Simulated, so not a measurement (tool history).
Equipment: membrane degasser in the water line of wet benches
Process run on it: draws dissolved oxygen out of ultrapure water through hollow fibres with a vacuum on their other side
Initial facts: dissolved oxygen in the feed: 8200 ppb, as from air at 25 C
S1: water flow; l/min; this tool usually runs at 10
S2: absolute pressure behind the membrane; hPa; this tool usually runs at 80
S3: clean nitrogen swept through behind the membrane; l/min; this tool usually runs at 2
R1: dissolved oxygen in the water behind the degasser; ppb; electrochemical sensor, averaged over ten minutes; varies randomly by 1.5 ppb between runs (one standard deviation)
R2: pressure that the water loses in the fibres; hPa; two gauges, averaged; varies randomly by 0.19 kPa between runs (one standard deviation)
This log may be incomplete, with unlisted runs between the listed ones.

run	hour	S1	S2	S3	R1	R2
1	0	10	80	2	154	387.4
2	198.9	10	80	2	152.6	389.3
# hour 289.8: seals of the vacuum lines changed
3	377.8	10	80	2	153.1	388.4
4	534.2	10	80	2.6	140.3	393.6
5	693.4	10	173.7	2.6	224.1	391.6
6	865.2	10	173.7	1.16	378.3	390.5
7	1048.3	10	173.7	1.16	374.9	391.2
8	1228.8	10	80	2	153.9	392.6
9	1425.2	10	80	2	155.7	391.2
10	1668.6	10	98.2	2	174.3	392.9
11	1910.7	10	98.2	2	181.1	392.9
12	2087.5	10	71	2	148.2	393.4
13	2242.3	10	71	2	145.5	390.3
14	2412.4	10	71	2	148.2	398.5
15	2649.4	10	71	2	151.1	393.5
# hour 2667.7: vacuum gauge calibrated
16	2863.8	10	80	1.03	210.4	396.3
17	3004.5	10	151.4	2.8	204.3	396.8
18	3143.8	7	80	3.36	55.2	278.6
19	3247.2	7	80	3.36	53.9	278.2
20	3474.2	13	102.6	3.36	276.4	520.9
21	3646.7	10	81	1.78	168.4	400
22	3866.5	8	80	2	98.5	317.6
23	4080.1	10	80	1.69	170	399
24	4318.7	10	58.5	2	136.2	400.3
25	4505.7	10	52.8	2.65	126	401.5
26	4715.9	10	192.7	2.13	282.6	397.7
27	4830.5	10	192.7	2.13	285.5	400.9
28	4981.2	10	192.7	2.13	281.1	397.1
29	5216.7	10	192.7	2.13	289.9	398.5
30	5317.4	11	85.1	4.08	179.2	444.5
31	5537	11	85.1	4.08	179.3	444.1

The logged runs with the hidden state left out (each run's random variation unchanged):
What the log doesn't record here: membrane still open, %; true pressure behind the membrane over the reading, kPa; air that leaks in behind the membrane, l/min; drift of the gauge itself on oxygen_ppb, %; drift of the gauge itself on loss_of_pressure_kpa, %.
run	R1	R2
1	142.8	379
2	140.9	380.5
3	142.2	379.2
4	129.2	384.1
5	212.8	381.7
6	365.2	380.2
7	361.4	380.4
8	140.7	381.5
9	141.8	379.5
10	160	380.7
11	165.5	380.1
12	132.2	380.2
13	129.4	376.7
14	131.3	384.4
15	133.2	379
16	194.1	381.1
17	187.6	381.4
18	48.8	267.5
19	47.6	267
20	245.4	499.3
21	149.9	383.1
22	87.4	303.6
23	150.3	381.1
24	115.9	381.9
25	104.9	382.6
26	260.7	378.4
27	262.9	381.3
28	258.4	377.1
29	265.8	377.8
30	150	421.5
31	149.4	420.6
